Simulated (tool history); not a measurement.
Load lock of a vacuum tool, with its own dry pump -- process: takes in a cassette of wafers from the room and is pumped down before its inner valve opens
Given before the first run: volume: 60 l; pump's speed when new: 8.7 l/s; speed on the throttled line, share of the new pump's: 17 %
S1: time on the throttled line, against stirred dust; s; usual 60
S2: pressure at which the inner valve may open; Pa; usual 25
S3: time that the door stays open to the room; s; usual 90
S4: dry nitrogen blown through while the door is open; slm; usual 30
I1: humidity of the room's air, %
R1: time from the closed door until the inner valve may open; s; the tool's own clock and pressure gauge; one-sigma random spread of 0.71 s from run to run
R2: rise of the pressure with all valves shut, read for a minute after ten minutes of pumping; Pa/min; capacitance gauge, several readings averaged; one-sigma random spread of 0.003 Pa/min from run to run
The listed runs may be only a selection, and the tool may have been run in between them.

| run | hour | S1 | S2 | S3 | S4 | I1 | R1 | R2 |
|---|---|---|---|---|---|---|---|---|
| 1 | 0 | 60 | 25 | 90 | 30 | 45.4 | 108.2 | 0.037 |
| 2 | 500 | 60 | 25 | 90 | 30 | 42.1 | 107.2 | 0.036 |
| 3 | 978.1 | 60 | 25 | 170 | 30 | 44.4 | 109 | 0.055 |
| 4 | 1369.1 | 60 | 37 | 90 | 30 | 47.9 | 105 | 0.039 |
| 5 | 1860.7 | 60 | 25 | 90 | 33 | 42.3 | 108.2 | 0.035 |
| 6 | 2215.9 | 118 | 25 | 90 | 30 | 43.5 | 157.9 | 0.037 |
| 7 | 2523.3 | 60 | 25 | 90 | 24 | 45.7 | 108.5 | 0.042 |
| 8 | 3074.5 | 60 | 40 | 90 | 30 | 43.2 | 105.1 | 0.033 |
| 9 | 3685.7 | 58 | 33 | 137 | 7 | 46.4 | 103.1 | 0.071 |
| 10 | 4012.9 | 58 | 33 | 137 | 7 | 47.9 | 104 | 0.075 |
| 11 | 4616.8 | 58 | 33 | 137 | 7 | 47.1 | 103.9 | 0.074 |
|  | 4734.2 | dry pump taken out, an overhauled one fitted |
| 12 | 5097.7 | 51 | 45 | 31 | 19 | 42.1 | 96.6 | 0.026 |
| 13 | 5703 | 51 | 27 | 71 | 19 | 44 | 98.7 | 0.044 |
| 14 | 6065.8 | 61 | 19 | 49 | 20 | 44.2 | 111 | 0.031 |
| 15 | 6488.9 | 31 | 29 | 63 | 11 | 46.4 | 83.5 | 0.042 |

Each row is a separate what-if for the run after 15, all from the same tool condition, not one after another. Results?
| A | 6850.3 | 78 | 25 | 90 | 30 | 48.3 | ? | ? |
| B | 6850.3 | 51 | 25 | 101 | 11 | 43.6 | ? | ? |
| C | 6850.3 | 60 | 34 | 90 | 30 | 41.6 | ? | ? |

| run | R1 | R2 |
|---|---|---|
| A | 121.7 | 0.041 |
| B | 100.8 | 0.054 |
| C | 104.8 | 0.034 |
Take away the tool's hidden state, keep each run's random variation, and the runs would have read:
| run | R1 | R2 |
|---|---|---|
| A | 121.7 | 0.039 |
| B | 100.8 | 0.053 |
| C | 104.8 | 0.033 |
